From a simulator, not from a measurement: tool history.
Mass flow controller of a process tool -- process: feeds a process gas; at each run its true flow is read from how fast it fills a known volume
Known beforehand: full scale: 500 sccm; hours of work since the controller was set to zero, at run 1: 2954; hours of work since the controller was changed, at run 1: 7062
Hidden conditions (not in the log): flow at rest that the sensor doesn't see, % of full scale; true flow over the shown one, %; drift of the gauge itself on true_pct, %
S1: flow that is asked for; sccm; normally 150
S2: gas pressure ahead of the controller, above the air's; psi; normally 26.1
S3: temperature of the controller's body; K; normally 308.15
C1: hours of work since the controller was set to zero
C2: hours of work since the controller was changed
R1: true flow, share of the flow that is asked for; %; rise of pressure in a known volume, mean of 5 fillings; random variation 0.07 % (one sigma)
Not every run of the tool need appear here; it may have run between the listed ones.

run,hour,S1,S2,S3,C1,C2,R1
1,0,150,26.1,308.15,2954,7062,95.42
2,324.6,150,26.1,308.15,3122,7231,95.13
3,528.6,150,26.1,308.15,3229,7337,95.16
4,771.2,150,26.1,296.15,3355,7463,95.51
5,1133.5,150,26.1,296.15,3543,7652,95.43
6,1476.1,150,26.1,296.15,3721,7830,95.18
7,1835.8,150,26.1,308.15,3909,8017,94.56
# hour 2090.7: controller's zero set anew
8,2103.1,150,26.1,308.15,6,8156,97.33
9,2430,150,26.1,305.15,177,8326,97.27
10,2717,150,26.1,308.15,326,8476,97.06
11,2921.4,150,26.1,296.15,432,8582,97.43
12,3244.4,150,26.1,296.15,600,8750,97.3
13,3537,95,26.1,308.15,753,8902,96.24
14,3875.8,192,26.1,308.15,929,9079,96.81
15,4263.3,265,26.1,308.15,1130,9280,97
16,4663,150,26.1,308.15,1338,9488,96.25
17,4897,150,26.7,308.15,1460,9610,96.11
18,5231.3,150,26.7,308.15,1634,9784,95.87
19,5531,150,26.7,307.15,1790,9940,95.75
20,5796.3,50,34.8,308.15,1928,10078,92.32
21,5993.8,366,34.8,308.15,2031,10181,96.88
22,6202.7,329,26.1,306.15,2139,10289,97.01
23,6598.3,150,28.6,308.15,2345,10495,95.32
24,6799.1,155,28.1,303.15,2450,10599,95.47
25,7082.8,150,36.1,304.15,2597,10747,94.99
26,7352.4,220,29.3,305.15,2738,10887,95.96
27,7676.5,220,29.3,305.15,2906,11056,95.73
28,7959.8,54,23.1,297.15,3054,11203,91.05
29,8272.3,172,23.1,297.15,3216,11366,95.48
30,8662.4,172,23.1,297.15,3419,11569,95.38
31,9025.3,172,23.1,297.15,3608,11758,95.24
32,9209.8,150,26.1,311.15,3704,11854,94.11
33,9435,81,24.7,294.15,3821,11971,92.34
34,9704.5,229,23.6,300.15,3961,12111,95.62
# hour 9851.5: controller's zero set anew
35,9931.6,215,33.4,303.15,42,12229,96.91
36,10159.7,219,26.1,297.15,160,12348,97.4
37,10507.9,69,26.1,303.15,342,12529,95.91

Hidden state or all else? Some run-to-run changes of R1, split into what the settings, what came in and random variation would give without the hidden state, and what is left for the hidden state (with any gauge scatter that isn't in both results):
Run 20 -> 21: S1 50 -> 366. R1 +4.56 %: hidden state +3.57, all else +0.99.
Run 27 -> 28: S1 220 -> 54, S2 29.3 -> 23.1, S3 305.15 -> 297.15. R1 -4.68 %: hidden state -4.68, all else +0.
Run 28 -> 29: S1 54 -> 172. R1 +4.43 %: hidden state +4.06, all else +0.37.
